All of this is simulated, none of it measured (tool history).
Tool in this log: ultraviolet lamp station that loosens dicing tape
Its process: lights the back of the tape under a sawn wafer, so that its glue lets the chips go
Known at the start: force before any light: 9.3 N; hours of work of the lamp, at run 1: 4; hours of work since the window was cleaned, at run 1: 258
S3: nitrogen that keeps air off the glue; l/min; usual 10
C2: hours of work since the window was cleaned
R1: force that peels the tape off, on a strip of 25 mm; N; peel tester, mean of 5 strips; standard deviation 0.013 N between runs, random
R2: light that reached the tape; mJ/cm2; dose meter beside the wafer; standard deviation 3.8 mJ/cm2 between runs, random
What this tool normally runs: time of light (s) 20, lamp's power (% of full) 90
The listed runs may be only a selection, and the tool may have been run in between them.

run 1 hour=0.0 | time_of_light_(s)=20 lamp's_power_(%_of_full)=90 S3=10 | hours_of_work_of_the_lamp=4 C2=258 | R1=0.763 R2=575
run 2 hour=7.8 | time_of_light_(s)=20 lamp's_power_(%_of_full)=90 S3=10 | hours_of_work_of_the_lamp=7 C2=262 | R1=0.765 R2=576
run 3 hour=14.9 | time_of_light_(s)=20 lamp's_power_(%_of_full)=90 S3=10 | hours_of_work_of_the_lamp=10 C2=265 | R1=0.761 R2=573
run 4 hour=21.3 | time_of_light_(s)=20 lamp's_power_(%_of_full)=90 S3=10 | hours_of_work_of_the_lamp=12 C2=267 | R1=0.790 R2=568
run 5 hour=31.8 | time_of_light_(s)=20 lamp's_power_(%_of_full)=90 S3=10 | hours_of_work_of_the_lamp=17 C2=271 | R1=0.743 R2=567
run 6 hour=38.5 | time_of_light_(s)=20 lamp's_power_(%_of_full)=90 S3=12 | hours_of_work_of_the_lamp=20 C2=274 | R1=0.679 R2=570
run 7 hour=45.1 | time_of_light_(s)=20 lamp's_power_(%_of_full)=90 S3=12 | hours_of_work_of_the_lamp=22 C2=277 | R1=0.670 R2=565
run 8 hour=50.0 | time_of_light_(s)=20 lamp's_power_(%_of_full)=90 S3=12 | hours_of_work_of_the_lamp=24 C2=279 | R1=0.690 R2=568
run 9 hour=55.6 | time_of_light_(s)=20 lamp's_power_(%_of_full)=90 S3=12 | hours_of_work_of_the_lamp=27 C2=281 | R1=0.668 R2=568
run 10 hour=67.2 | time_of_light_(s)=20 lamp's_power_(%_of_full)=90 S3=12 | hours_of_work_of_the_lamp=31 C2=286 | R1=0.660 R2=559
run 11 hour=74.6 | time_of_light_(s)=20 lamp's_power_(%_of_full)=90 S3=12 | hours_of_work_of_the_lamp=34 C2=289 | R1=0.684 R2=567
run 12 hour=84.5 | time_of_light_(s)=20 lamp's_power_(%_of_full)=89 S3=10 | hours_of_work_of_the_lamp=38 C2=293 | R1=0.819 R2=552
-- hour=92.8 window cleaned of glue's vapour
run 13 hour=95.7 | time_of_light_(s)=20 lamp's_power_(%_of_full)=89 S3=10 | hours_of_work_of_the_lamp=43 C2=1 | R1=0.639 R2=624
run 14 hour=100.8 | time_of_light_(s)=20 lamp's_power_(%_of_full)=89 S3=10 | hours_of_work_of_the_lamp=45 C2=3 | R1=0.654 R2=626
run 15 hour=111.9 | time_of_light_(s)=20 lamp's_power_(%_of_full)=78 S3=10 | hours_of_work_of_the_lamp=49 C2=8 | R1=0.841 R2=544
run 16 hour=122.5 | time_of_light_(s)=20 lamp's_power_(%_of_full)=78 S3=10 | hours_of_work_of_the_lamp=54 C2=12 | R1=0.859 R2=543
run 17 hour=133.6 | time_of_light_(s)=20 lamp's_power_(%_of_full)=70 S3=10 | hours_of_work_of_the_lamp=58 C2=17 | R1=1.083 R2=490
run 18 hour=140.7 | time_of_light_(s)=20 lamp's_power_(%_of_full)=70 S3=10 | hours_of_work_of_the_lamp=61 C2=20 | R1=1.053 R2=485
run 19 hour=151.1 | time_of_light_(s)=20 lamp's_power_(%_of_full)=70 S3=10 | hours_of_work_of_the_lamp=65 C2=24 | R1=1.092 R2=489
run 20 hour=162.6 | time_of_light_(s)=20 lamp's_power_(%_of_full)=90 S3=9 | hours_of_work_of_the_lamp=70 C2=29 | R1=0.706 R2=623
run 21 hour=171.9 | time_of_light_(s)=20 lamp's_power_(%_of_full)=74 S3=10 | hours_of_work_of_the_lamp=74 C2=32 | R1=0.974 R2=511
run 22 hour=177.2 | time_of_light_(s)=20 lamp's_power_(%_of_full)=74 S3=14 | hours_of_work_of_the_lamp=76 C2=35 | R1=0.702 R2=515
run 23 hour=188.6 | time_of_light_(s)=24 lamp's_power_(%_of_full)=73 S3=4 | hours_of_work_of_the_lamp=81 C2=39 | R1=1.511 R2=603
run 24 hour=198.8 | time_of_light_(s)=24 lamp's_power_(%_of_full)=73 S3=4 | hours_of_work_of_the_lamp=85 C2=43 | R1=1.478 R2=606
run 25 hour=206.6 | time_of_light_(s)=38 lamp's_power_(%_of_full)=90 S3=10 | hours_of_work_of_the_lamp=88 C2=47 | R1=0.175 R2=1169
run 26 hour=211.5 | time_of_light_(s)=38 lamp's_power_(%_of_full)=90 S3=10 | hours_of_work_of_the_lamp=90 C2=49 | R1=0.169 R2=1165
run 27 hour=221.7 | time_of_light_(s)=30 lamp's_power_(%_of_full)=90 S3=5 | hours_of_work_of_the_lamp=94 C2=53 | R1=0.521 R2=908
run 28 hour=230.0 | time_of_light_(s)=30 lamp's_power_(%_of_full)=90 S3=5 | hours_of_work_of_the_lamp=98 C2=56 | R1=0.532 R2=917
run 29 hour=236.0 | time_of_light_(s)=20 lamp's_power_(%_of_full)=90 S3=13 | hours_of_work_of_the_lamp=100 C2=59 | R1=0.522 R2=615
run 30 hour=247.8 | time_of_light_(s)=13 lamp's_power_(%_of_full)=90 S3=4 | hours_of_work_of_the_lamp=105 C2=63 | R1=2.772 R2=395
run 31 hour=255.0 | time_of_light_(s)=34 lamp's_power_(%_of_full)=94 S3=10 | hours_of_work_of_the_lamp=108 C2=66 | R1=0.194 R2=1086
run 32 hour=261.7 | time_of_light_(s)=34 lamp's_power_(%_of_full)=86 S3=10 | hours_of_work_of_the_lamp=111 C2=69 | R1=0.225 R2=983
run 33 hour=270.4 | time_of_light_(s)=39 lamp's_power_(%_of_full)=65 S3=10 | hours_of_work_of_the_lamp=114 C2=73 | R1=0.310 R2=854
run 34 hour=277.4 | time_of_light_(s)=20 lamp's_power_(%_of_full)=66 S3=6 | hours_of_work_of_the_lamp=117 C2=76 | R1=1.826 R2=448
run 35 hour=288.2 | time_of_light_(s)=21 lamp's_power_(%_of_full)=85 S3=20 | hours_of_work_of_the_lamp=122 C2=80 | R1=0.394 R2=595
run 36 hour=294.6 | time_of_light_(s)=11 lamp's_power_(%_of_full)=69 S3=20 | hours_of_work_of_the_lamp=124 C2=83 | R1=2.148 R2=255
run 37 hour=300.9 | time_of_light_(s)=20 lamp's_power_(%_of_full)=68 S3=10 | hours_of_work_of_the_lamp=127 C2=85 | R1=1.199 R2=452
run 38 hour=308.4 | time_of_light_(s)=12 lamp's_power_(%_of_full)=99 S3=10 | hours_of_work_of_the_lamp=130 C2=88 | R1=1.592 R2=402
run 39 hour=316.8 | time_of_light_(s)=27 lamp's_power_(%_of_full)=61 S3=10 | hours_of_work_of_the_lamp=133 C2=92 | R1=0.811 R2=557
run 40 hour=323.8 | time_of_light_(s)=36 lamp's_power_(%_of_full)=72 S3=4 | hours_of_work_of_the_lamp=136 C2=95 | R1=0.742 R2=861
run 41 hour=331.1 | time_of_light_(s)=36 lamp's_power_(%_of_full)=72 S3=4 | hours_of_work_of_the_lamp=139 C2=98 | R1=0.736 R2=863
run 42 hour=336.5 | time_of_light_(s)=29 lamp's_power_(%_of_full)=87 S3=10 | hours_of_work_of_the_lamp=141 C2=100 | R1=0.324 R2=840
run 43 hour=342.1 | time_of_light_(s)=20 lamp's_power_(%_of_full)=90 S3=16 | hours_of_work_of_the_lamp=144 C2=102 | R1=0.476 R2=591
run 44 hour=349.5 | time_of_light_(s)=38 lamp's_power_(%_of_full)=78 S3=3 | hours_of_work_of_the_lamp=147 C2=105 | R1=0.739 R2=982

Entry by entry between the runs, the difference in hidden state between the last listed run before and the first listed run after:
After run 12, before run 13: window cleaned of glue's vapour (hour 92.8)
  lamp's light, % of a new lamp's: 98.7 -> 98.6; light that the window lets through, % of a clean one's: 88.6 -> 99.6
  measured value less the no-hidden-state value, R1: +0.211 -> +0.025 N; R2: -80 -> -12 mJ/cm2
